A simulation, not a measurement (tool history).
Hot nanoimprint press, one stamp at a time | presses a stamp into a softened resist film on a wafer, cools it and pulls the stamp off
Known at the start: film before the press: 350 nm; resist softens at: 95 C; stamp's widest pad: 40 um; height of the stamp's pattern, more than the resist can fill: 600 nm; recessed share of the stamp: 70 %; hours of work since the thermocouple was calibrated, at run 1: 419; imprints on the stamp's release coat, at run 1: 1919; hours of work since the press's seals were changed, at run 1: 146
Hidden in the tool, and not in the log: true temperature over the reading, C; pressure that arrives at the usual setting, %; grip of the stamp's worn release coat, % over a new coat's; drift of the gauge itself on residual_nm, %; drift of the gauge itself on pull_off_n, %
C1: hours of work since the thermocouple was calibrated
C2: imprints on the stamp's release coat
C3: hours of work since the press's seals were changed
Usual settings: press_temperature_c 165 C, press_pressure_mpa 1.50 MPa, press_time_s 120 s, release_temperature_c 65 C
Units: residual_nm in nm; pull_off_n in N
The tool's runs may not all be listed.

Run 1, hour 0.0: usual settings; C1 419; C2 1919; C3 146. Result: residual_nm 190.3 nm, pull_off_n 132 N.
Run 2, hour 9.1: usual settings; C1 426; C2 1968; C3 154. Result: residual_nm 190.3 nm, pull_off_n 133 N.
Run 3, hour 19.7: usual settings but press_pressure_mpa 2.22 MPa; C1 434; C2 2026; C3 162. Result: residual_nm 157.2 nm, pull_off_n 139 N.
At hour 30.3: stamp cleaned and given a new release coat.
Run 4, hour 35.5: usual settings but press_pressure_mpa 2.22 MPa; C1 442; C2 28; C3 169. Result: residual_nm 157.3 nm, pull_off_n 92 N.
Run 5, hour 40.8: usual settings but release_temperature_c 71 C; C1 446; C2 57; C3 174. Result: residual_nm 191.2 nm, pull_off_n 77 N.
Run 6, hour 48.0: usual settings but press_pressure_mpa 2.13 MPa; C1 451; C2 96; C3 179. Result: residual_nm 160.7 nm, pull_off_n 90 N.
Run 7, hour 53.6: usual settings but press_pressure_mpa 2.13 MPa; C1 456; C2 126; C3 183. Result: residual_nm 160.5 nm, pull_off_n 93 N.
Run 8, hour 58.3: usual settings but press_pressure_mpa 2.13 MPa; C1 459; C2 151; C3 187. Result: residual_nm 160.3 nm, pull_off_n 93 N.
Run 9, hour 65.2: usual settings but press_temperature_c 175 C; C1 465; C2 188; C3 192. Result: residual_nm 128.6 nm, pull_off_n 96 N.
Run 10, hour 73.5: usual settings but press_temperature_c 175 C, press_pressure_mpa 1.94 MPa; C1 471; C2 233; C3 199. Result: residual_nm 111.6 nm, pull_off_n 95 N.
Run 11, hour 81.5: usual settings but release_temperature_c 57 C; C1 477; C2 277; C3 205. Result: residual_nm 190.0 nm, pull_off_n 112 N.
At hour 85.1: plate thermocouple calibrated.
Run 12, hour 91.5: usual settings but release_temperature_c 57 C; C1 5; C2 314; C3 211. Result: residual_nm 188.5 nm, pull_off_n 115 N.
Run 13, hour 101.3: usual settings but release_temperature_c 57 C; C1 13; C2 367; C3 218. Result: residual_nm 188.8 nm, pull_off_n 115 N.
Run 14, hour 109.2: usual settings but press_time_s 141 s; C1 19; C2 410; C3 224. Result: residual_nm 179.0 nm, pull_off_n 95 N.
Run 15, hour 116.0: usual settings but press_time_s 141 s; C1 24; C2 446; C3 230. Result: residual_nm 179.1 nm, pull_off_n 98 N.
Run 16, hour 121.6: usual settings but press_pressure_mpa 1.45 MPa, release_temperature_c 60 C; C1 28; C2 477; C3 234. Result: residual_nm 191.4 nm, pull_off_n 110 N.
Run 17, hour 127.4: usual settings but press_pressure_mpa 1.94 MPa, release_temperature_c 72 C; C1 33; C2 508; C3 239. Result: residual_nm 166.6 nm, pull_off_n 82 N.
At hour 134.5: plate thermocouple calibrated, once more.
Run 18, hour 136.8: usual settings but press_pressure_mpa 1.94 MPa, release_temperature_c 72 C; C1 2; C2 542; C3 243. Result: residual_nm 172.6 nm, pull_off_n 89 N.
Run 19, hour 146.4: usual settings but release_temperature_c 71 C; C1 9; C2 594; C3 251. Result: residual_nm 195.1 nm, pull_off_n 89 N.
Run 20, hour 156.4: usual settings but release_temperature_c 71 C; C1 17; C2 648; C3 259. Result: residual_nm 194.8 nm, pull_off_n 89 N.
Run 21, hour 162.3: usual settings but release_temperature_c 71 C; C1 22; C2 680; C3 263. Result: residual_nm 195.1 nm, pull_off_n 87 N.
Run 22, hour 169.2: usual settings but press_temperature_c 172 C, release_temperature_c 63 C; C1 27; C2 717; C3 269. Result: residual_nm 148.1 nm, pull_off_n 114 N.
Run 23, hour 178.2: usual settings but press_temperature_c 155 C, press_time_s 106 s; C1 34; C2 766; C3 276. Result: residual_nm 279.3 nm, pull_off_n 103 N.
Run 24, hour 185.4: usual settings but press_temperature_c 173 C; C1 40; C2 805; C3 281. Result: residual_nm 142.1 nm, pull_off_n 110 N.
Run 25, hour 194.0: usual settings but press_temperature_c 173 C; C1 46; C2 851; C3 288. Result: residual_nm 142.3 nm, pull_off_n 108 N.
Run 26, hour 201.6: usual settings but press_temperature_c 173 C; C1 52; C2 892; C3 294. Result: residual_nm 142.2 nm, pull_off_n 109 N.
Run 27, hour 209.5: usual settings but press_temperature_c 173 C; C1 58; C2 934; C3 300. Result: residual_nm 142.5 nm, pull_off_n 112 N.
Run 28, hour 218.4: usual settings but press_temperature_c 176 C, press_pressure_mpa 2.05 MPa, press_time_s 132 s, release_temperature_c 61 C; C1 65; C2 982; C3 307. Result: residual_nm 103.1 nm, pull_off_n 120 N.
Run 29, hour 228.7: usual settings but press_temperature_c 176 C, press_pressure_mpa 2.05 MPa, press_time_s 132 s, release_temperature_c 61 C; C1 73; C2 1038; C3 315. Result: residual_nm 102.7 nm, pull_off_n 121 N.

Forecast each of these 5 alternatives for the next run:
Run A, hour 236.9: usual settings but press_temperature_c 176 C, press_pressure_mpa 2.28 MPa, press_time_s 132 s, release_temperature_c 69 C; C1 80; C2 1082; C3 321. Result: residual_nm ?, pull_off_n ?.
Run B, hour 236.9: usual settings but press_pressure_mpa 1.45 MPa, press_time_s 97 s; C1 80; C2 1082; C3 321. Result: residual_nm ?, pull_off_n ?.
Run C, hour 236.9: usual settings but press_temperature_c 168 C, press_pressure_mpa 2.05 MPa, press_time_s 62 s, release_temperature_c 69 C; C1 80; C2 1082; C3 321. Result: residual_nm ?, pull_off_n ?.
Run D, hour 236.9: usual settings but press_temperature_c 155 C, press_pressure_mpa 2.05 MPa, press_time_s 132 s, release_temperature_c 61 C; C1 80; C2 1082; C3 321. Result: residual_nm ?, pull_off_n ?.
Run E, hour 236.9: usual settings but press_temperature_c 172 C; C1 80; C2 1082; C3 321. Result: residual_nm ?, pull_off_n ?.

run  residual_nm  pull_off_n
  A         97.1         103
  B        209.7         114
  C        184.5         103
  D        242.3         124
  E        147.9         115
Without the tool's hidden state the same runs would have given:
run  residual_nm  pull_off_n
  A         96.1          81
  B        209.8          90
  C        183.5          82
  D        241.8          98
  E        147.6          91

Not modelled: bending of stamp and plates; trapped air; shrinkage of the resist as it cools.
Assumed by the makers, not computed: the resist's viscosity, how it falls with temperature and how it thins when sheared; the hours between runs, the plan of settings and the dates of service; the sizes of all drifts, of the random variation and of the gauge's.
